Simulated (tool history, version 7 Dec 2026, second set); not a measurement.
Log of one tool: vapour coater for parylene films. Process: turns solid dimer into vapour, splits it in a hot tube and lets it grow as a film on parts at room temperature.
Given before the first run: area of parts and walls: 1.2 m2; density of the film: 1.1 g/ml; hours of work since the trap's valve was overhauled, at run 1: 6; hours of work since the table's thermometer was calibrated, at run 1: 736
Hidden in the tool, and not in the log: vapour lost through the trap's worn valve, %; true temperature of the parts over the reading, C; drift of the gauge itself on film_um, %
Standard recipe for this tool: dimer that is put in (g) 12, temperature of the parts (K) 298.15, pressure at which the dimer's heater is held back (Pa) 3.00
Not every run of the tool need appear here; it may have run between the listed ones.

| run | hour | dimer that is put in (g) | temperature of the parts (K) | pressure at which the dimer's heater is held back (Pa) | hours of work since the trap's valve was overhauled | hours of work since the table's thermometer was calibrated | thickness of the film (um) |
|---|---|---|---|---|---|---|---|
| 1 | 0.0 | 12 | 298.15 | 3.00 | 6 | 736 | 6.42 |
| 2 | 67.0 | 12 | 298.15 | 3.00 | 50 | 780 | 6.35 |
| 3 | 119.4 | 12 | 298.15 | 3.00 | 86 | 815 | 6.32 |
| 4 | 164.6 | 12 | 298.15 | 3.00 | 116 | 846 | 6.30 |
| 5 | 200.5 | 12 | 298.15 | 3.00 | 140 | 870 | 6.32 |
| 6 | 266.9 | 12 | 298.15 | 3.00 | 184 | 914 | 6.20 |
| 7 | 311.7 | 8 | 298.15 | 3.00 | 214 | 944 | 4.17 |
|  | 319.2 | table's thermometer calibrated |
| 8 | 349.3 | 8 | 298.15 | 3.00 | 239 | 20 | 4.16 |
| 9 | 414.9 | 8 | 298.15 | 3.00 | 283 | 64 | 4.08 |
| 10 | 470.8 | 8 | 298.15 | 3.00 | 320 | 101 | 3.99 |
| 11 | 529.2 | 8 | 298.15 | 3.00 | 359 | 140 | 3.95 |
| 12 | 605.3 | 8 | 298.15 | 3.00 | 410 | 191 | 4.01 |
| 13 | 668.9 | 8 | 298.15 | 3.00 | 452 | 234 | 3.98 |
|  | 683.0 | table's thermometer calibrated, once more |
| 14 | 705.6 | 8 | 298.15 | 3.00 | 476 | 15 | 4.23 |
| 15 | 765.9 | 15 | 298.15 | 9.56 | 517 | 55 | 6.90 |
| 16 | 811.2 | 8 | 298.15 | 2.13 | 547 | 86 | 4.41 |
| 17 | 865.4 | 7 | 298.15 | 5.50 | 583 | 122 | 3.42 |
|  | 887.8 | trap's valve overhauled |
| 18 | 945.2 | 7 | 298.15 | 5.50 | 38 | 173 | 3.56 |
| 19 | 1011.4 | 8 | 300.15 | 5.50 | 83 | 217 | 3.76 |
| 20 | 1042.7 | 10 | 302.15 | 5.50 | 104 | 238 | 4.16 |
| 21 | 1114.0 | 5 | 300.15 | 10.87 | 151 | 286 | 2.13 |
| 22 | 1175.7 | 5 | 300.15 | 10.87 | 193 | 327 | 2.07 |
| 23 | 1214.7 | 20 | 298.15 | 3.00 | 219 | 353 | 10.68 |
| 24 | 1247.1 | 20 | 298.15 | 3.00 | 240 | 375 | 10.74 |

Alternative continuations, all from the tool just after run 24; predict every row:
| A | 1316.0 | 10 | 298.15 | 3.00 | 286 | 421 | ? |
| B | 1316.0 | 12 | 303.15 | 3.00 | 286 | 421 | ? |
| C | 1316.0 | 10 | 301.15 | 3.00 | 286 | 421 | ? |
| D | 1316.0 | 18 | 298.15 | 3.18 | 286 | 421 | ? |

| run | thickness of the film (um) |
|---|---|
| A | 5.33 |
| B | 4.94 |
| C | 4.64 |
| D | 9.49 |
Without the tool's unlogged condition, the same runs would have read:
| run | thickness of the film (um) |
|---|---|
| A | 5.58 |
| B | 5.17 |
| C | 4.85 |
| D | 9.93 |
